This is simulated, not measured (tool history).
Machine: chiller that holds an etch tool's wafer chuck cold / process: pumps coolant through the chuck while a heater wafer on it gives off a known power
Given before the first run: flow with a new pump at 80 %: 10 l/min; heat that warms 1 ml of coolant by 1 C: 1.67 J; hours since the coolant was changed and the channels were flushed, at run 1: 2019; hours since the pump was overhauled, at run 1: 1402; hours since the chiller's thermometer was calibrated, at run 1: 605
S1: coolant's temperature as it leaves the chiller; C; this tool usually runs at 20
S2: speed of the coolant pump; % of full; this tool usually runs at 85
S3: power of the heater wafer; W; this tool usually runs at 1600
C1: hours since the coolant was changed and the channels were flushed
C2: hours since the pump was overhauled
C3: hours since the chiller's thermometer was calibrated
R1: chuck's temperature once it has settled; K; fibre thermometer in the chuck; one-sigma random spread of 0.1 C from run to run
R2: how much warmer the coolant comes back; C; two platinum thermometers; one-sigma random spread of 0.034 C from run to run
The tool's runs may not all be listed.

run   hour  S1  S2    S3    C1    C2    C3      R1    R2
  1      0  20  85  1600  2019  1402   605  305.35  5.54
  2   61.2  20  85  1600  2080  1463   666  305.35  5.56
  3   92.2  20  85  1289  2111  1494   697  303.15  4.43
  4  124.4  20  85  1289  2143  1526   730  303.15  4.48
  5  168.6  12  85  1600  2188  1571   774  297.35  5.54
  6  219.2  12  85  1600  2238  1621   825  297.45  5.49
  7  261.6  12  85  1600  2281  1664   867  297.65  5.52
  8  292.7  20  96  1600  2312  1695   898  304.35  4.89
  9  349.3  20  96  1600  2368  1751   955  304.35  4.88
 10  396.2  17  96  2185  2415  1798  1001  305.45  6.69
 11  422.7  21  65  1600  2442  1825  1028  309.35  7.22
 12  465.7  14  95  1555  2485  1868  1071  298.35  4.83
 13  529.8  13  87  1826  2549  1932  1135  300.05  6.19
 14  566.4  13  87  1826  2585  1968  1172  300.05  6.18
 15  616.3  17  87  1039  2635  2018  1222  298.15  3.48

Some steps in R1 between neighbouring runs. How much of each would the tool show without its hidden state too (settings, what came in, random variation), and how much is left for the hidden state, with any gauge scatter that isn't in both results?
Unlogged tool condition in this case: heat passed by the chuck's channels, % of clean ones'; flow at a given pump speed, % of a new pump's; coolant's true temperature over the reading, C; drift of the gauge itself on chuck_c, C; drift of the gauge itself on warmer_back_c, C.
Run 11 -> 12: S1 21 -> 14, S2 65 -> 95, S3 1600 -> 1555. R1 -11 K: hidden state -0.2, all else -10.8.
Run 14 -> 15: S1 13 -> 17, S3 1826 -> 1039. R1 -1.9 K: hidden state -0.3, all else -1.6.

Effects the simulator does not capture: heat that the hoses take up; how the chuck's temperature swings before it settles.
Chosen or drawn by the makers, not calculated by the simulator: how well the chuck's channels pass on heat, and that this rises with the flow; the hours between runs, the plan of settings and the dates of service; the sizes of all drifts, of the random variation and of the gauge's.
